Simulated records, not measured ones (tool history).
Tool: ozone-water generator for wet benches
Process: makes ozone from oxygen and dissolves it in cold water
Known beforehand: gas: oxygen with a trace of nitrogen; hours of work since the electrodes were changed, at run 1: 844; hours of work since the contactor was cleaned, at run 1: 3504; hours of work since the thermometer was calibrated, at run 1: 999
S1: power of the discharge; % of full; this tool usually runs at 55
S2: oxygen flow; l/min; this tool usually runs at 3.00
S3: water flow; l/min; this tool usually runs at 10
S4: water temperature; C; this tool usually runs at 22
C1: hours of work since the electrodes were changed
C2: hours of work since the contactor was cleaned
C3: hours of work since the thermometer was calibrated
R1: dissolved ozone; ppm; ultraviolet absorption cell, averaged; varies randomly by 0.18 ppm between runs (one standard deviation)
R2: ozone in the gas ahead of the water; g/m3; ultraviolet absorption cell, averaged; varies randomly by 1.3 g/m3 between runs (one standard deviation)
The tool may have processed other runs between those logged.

| run | hour | S1 | S2 | S3 | S4 | C1 | C2 | C3 | R1 | R2 |
|---|---|---|---|---|---|---|---|---|---|---|
| 1 | 0.0 | 55 | 3.00 | 10 | 22 | 844 | 3504 | 999 | 26.1 | 242.6 |
| 2 | 22.7 | 55 | 3.00 | 10 | 22 | 865 | 3525 | 1019 | 26.0 | 242.2 |
| 3 | 45.3 | 55 | 2.53 | 10 | 22 | 885 | 3545 | 1040 | 25.9 | 264.7 |
| 4 | 65.8 | 55 | 3.00 | 10 | 22 | 903 | 3563 | 1058 | 25.8 | 241.1 |
| 5 | 87.0 | 55 | 3.00 | 10 | 22 | 922 | 3583 | 1077 | 25.8 | 240.8 |
| 6 | 106.7 | 55 | 3.00 | 10 | 22 | 940 | 3600 | 1095 | 26.0 | 242.3 |
| 7 | 125.7 | 55 | 1.73 | 7 | 22 | 957 | 3617 | 1112 | 33.3 | 323.2 |
| 8 | 156.4 | 55 | 3.95 | 14 | 22 | 985 | 3645 | 1140 | 20.7 | 207.4 |
| 9 | 177.6 | 55 | 1.51 | 14 | 19 | 1004 | 3664 | 1159 | 19.5 | 343.9 |
| 10 | 196.4 | 41 | 3.00 | 10 | 22 | 1021 | 3681 | 1176 | 21.9 | 204.8 |
| 11 | 218.0 | 44 | 3.91 | 10 | 18 | 1040 | 3701 | 1195 | 24.1 | 183.9 |
| 12 | 244.8 | 44 | 1.83 | 10 | 18 | 1064 | 3725 | 1219 | 23.6 | 277.6 |

Forecast each of these 4 alternatives for the next run:
| A | 270.1 | 44 | 1.83 | 10 | 20 | 1087 | 3747 | 1242 | ? | ? |
| B | 270.1 | 94 | 2.15 | 10 | 17 | 1087 | 3747 | 1242 | ? | ? |
| C | 270.1 | 46 | 3.17 | 10 | 22 | 1087 | 3747 | 1242 | ? | ? |
| D | 270.1 | 88 | 3.00 | 8 | 21 | 1087 | 3747 | 1242 | ? | ? |

| run | R1 | R2 |
|---|---|---|
| A | 23.0 | 276.7 |
| B | 37.8 | 395.8 |
| C | 23.1 | 209.8 |
| D | 39.7 | 316.8 |
Stripped of hidden state, with their random variation kept, the same runs would have yielded:
| run | R1 | R2 |
|---|---|---|
| A | 23.0 | 276.8 |
| B | 37.9 | 396.1 |
| C | 23.2 | 209.9 |
| D | 39.8 | 317.0 |

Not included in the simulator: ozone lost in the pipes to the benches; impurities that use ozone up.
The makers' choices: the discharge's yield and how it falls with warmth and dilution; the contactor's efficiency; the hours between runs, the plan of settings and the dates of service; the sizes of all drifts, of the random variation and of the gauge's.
